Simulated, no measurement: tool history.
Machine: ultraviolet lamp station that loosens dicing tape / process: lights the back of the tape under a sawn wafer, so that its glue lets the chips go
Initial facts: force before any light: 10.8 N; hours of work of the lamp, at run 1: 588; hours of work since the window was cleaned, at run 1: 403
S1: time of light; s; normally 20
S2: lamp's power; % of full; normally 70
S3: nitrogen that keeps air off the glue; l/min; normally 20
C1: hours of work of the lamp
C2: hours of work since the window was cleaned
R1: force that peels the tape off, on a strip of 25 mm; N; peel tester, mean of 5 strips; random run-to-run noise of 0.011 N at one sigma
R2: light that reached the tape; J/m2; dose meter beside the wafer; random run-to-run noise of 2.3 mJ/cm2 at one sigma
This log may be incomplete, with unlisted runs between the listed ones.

run     day  S1  S2  S3    C1   C2     R1    R2
  1   0.000  20  70  20   588  403  0.955  1740
  2   2.512  20  70  20   614  429  1.038  1710
  3   6.079  20  70  20   650  465  1.118  1640
      7.779  -- window cleaned of glue's vapour
  4   8.696  20  98  20   676    9  0.366  2810
  5  11.812  20  98  20   708   41  0.404  2770
  6  13.862  20  70  20   729   62  0.770  2000
  7  16.238  20  70  20   753   86  0.812  1950
  8  19.775  20  70  20   789  122  0.863  1880
  9  23.642  20  70  20   828  161  0.863  1820
 10  25.508  20  70  20   847  180  0.916  1850
 11  29.283  20  70  20   885  218  0.926  1820
 12  32.275  20  70  20   915  249  1.023  1750
 13  33.896  20  70  20   932  265  1.030  1730
 14  35.496  36  70  20   948  281  0.339  3060
 15  37.167  39  73  20   965  298  0.279  3390
 16  39.833  11  73   8   992  325  4.022   920
 17  41.967  26  70  12  1014  347  0.899  2150
 18  45.375  26  70  12  1048  382  0.986  2050
 19  47.829  24  84  12  1073  406  0.869  2260
 20  51.233  20  92  14  1108  441  0.989  1980
 21  54.462  11  70  11  1141  474  4.159   810
     55.379  -- window cleaned of glue's vapour
 22  56.104  11  78  20  1157    7  2.268  1090
 23  58.696  11  78  20  1183   34  2.346  1070
 24  61.342  11  78  20  1210   60  2.372  1060
 25  64.762  11  78  20  1245   95  2.586  1040
 26  66.646  20  97  38  1264  114  0.401  2270
 27  70.458  23  70  20  1303  153  0.882  1850
 28  73.492  23  70  20  1334  184  0.955  1820

Take each entry between the runs: how does the hidden state at the last listed run before it differ from the hidden state at the first listed run after it?
Run 3 -> run 4: window cleaned of glue's vapour (day 7.779)
  lamp's light, % of a new lamp's: 84.7 -> 84.1; light that the window lets through, % of a clean one's: 81.3 -> 99.2
  the result without the hidden state subtracted from the measured one, R1: +0.604 -> +0.086 N; R2: -750 -> -560 J/m2
Run 21 -> run 22: window cleaned of glue's vapour (day 55.379)
  lamp's light, % of a new lamp's: 74.3 -> 73.9; light that the window lets through, % of a clean one's: 82.3 -> 98.8
  the result without the hidden state subtracted from the measured one, R1: +1.856 -> +0.924 N; R2: -530 -> -400 J/m2

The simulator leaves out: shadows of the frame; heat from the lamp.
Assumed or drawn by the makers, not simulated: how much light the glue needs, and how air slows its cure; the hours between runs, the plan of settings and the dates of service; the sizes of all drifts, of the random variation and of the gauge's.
